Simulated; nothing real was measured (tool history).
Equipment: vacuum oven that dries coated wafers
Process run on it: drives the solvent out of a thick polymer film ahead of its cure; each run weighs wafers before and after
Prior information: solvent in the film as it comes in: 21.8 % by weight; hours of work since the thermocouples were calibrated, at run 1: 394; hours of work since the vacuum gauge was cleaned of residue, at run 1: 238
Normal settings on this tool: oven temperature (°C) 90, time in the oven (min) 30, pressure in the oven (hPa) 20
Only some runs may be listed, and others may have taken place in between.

run	day	oven temperature (°C)	time in the oven (min)	pressure in the oven (hPa)	hours of work since the thermocouples were calibrated	hours of work since the vacuum gauge was cleaned of residue	solvent left in the film (%)
1	0	90	30	20	394	238	1.3
2	0.517	89	30	20	401	245	1.41
3	1.129	90	30	41.6	409	253	1.9
4	1.821	90	30	41.6	419	263	1.93
5	2.383	90	30	41.6	427	271	1.87
6	2.883	90	30	41.6	434	278	1.93
7	3.696	90	30	41.6	445	289	1.9
8	4.05	90	30	48.2	450	294	2.06
9	4.712	90	30	20	459	303	1.29
10	5.225	90	30	25.4	466	310	1.52
11	5.8	90	30	25.4	474	318	1.51
12	6.317	90	46	20	481	325	0.8
13	6.917	95	30	20	490	333	0.68
14	7.471	95	30	20	497	341	0.73
15	8.2	95	30	25.9	507	351	0.86
16	8.646	90	30	20.2	514	357	1.33
17	9.367	90	45	20.2	523	367	0.82
18	10.158	90	45	20.2	534	378	0.83
19	10.496	90	45	20.2	539	383	0.74
20	10.854	90	45	20.2	544	388	0.72
21	11.279	81	30	20	550	394	3.68
22	11.842	81	30	20	558	402	3.68
23	12.446	81	30	17.4	566	410	3.53
24	12.962	90	30	20	573	417	1.36
25	13.608	90	30	22.3	582	426	1.39
26	14.446	90	37	20	594	438	0.96
27	14.904	90	37	35.9	600	444	1.47
28	15.258	90	30	14.1	605	449	1.22
29	16.008	90	30	14.1	615	459	1.22
30	16.533	82	36	20	623	467	2.55
31	17.054	82	36	20	630	474	2.64
32	17.412	82	36	20	635	479	2.57
33	18.05	92	31	30.8	644	488	1.31
34	18.742	92	30	55.1	653	497	2.09
35	19.517	92	30	55.1	664	508	1.96
36	20.075	92	30	55.1	672	516	1.95
37	20.762	90	30	36.7	681	525	1.86
38	21.433	90	30	36.7	691	534	1.87
# day 21.871: oven's thermocouples calibrated
39	22.158	80	17	13.8	4	543	7.08
40	22.812	103	21	16	13	552	0.41
41	23.325	90	30	39.4	20	559	1.75
42	24.012	103	30	20.7	30	569	0.37
43	24.496	97	47	11.2	36	576	0.22
44	25.067	90	27	29.7	44	584	1.83
45	25.904	90	27	29.7	56	595	1.8
46	26.479	96	35	51.5	64	603	1.33
47	26.912	96	35	51.5	70	609	1.31
48	27.433	100	24	50.6	77	616	1.22

What if the next run were any one of these 3? Each begins from the tool's condition after run 48:
A	28.017	76	18	20	85	624	?
B	28.017	85	25	20	85	624	?
C	28.017	84	30	74.6	85	624	?

run	solvent left in the film (%)
A	8.74
B	3.17
C	4.57
With no hidden state in the tool, these same runs would have given:
run	solvent left in the film (%)
A	8.44
B	2.94
C	4.32
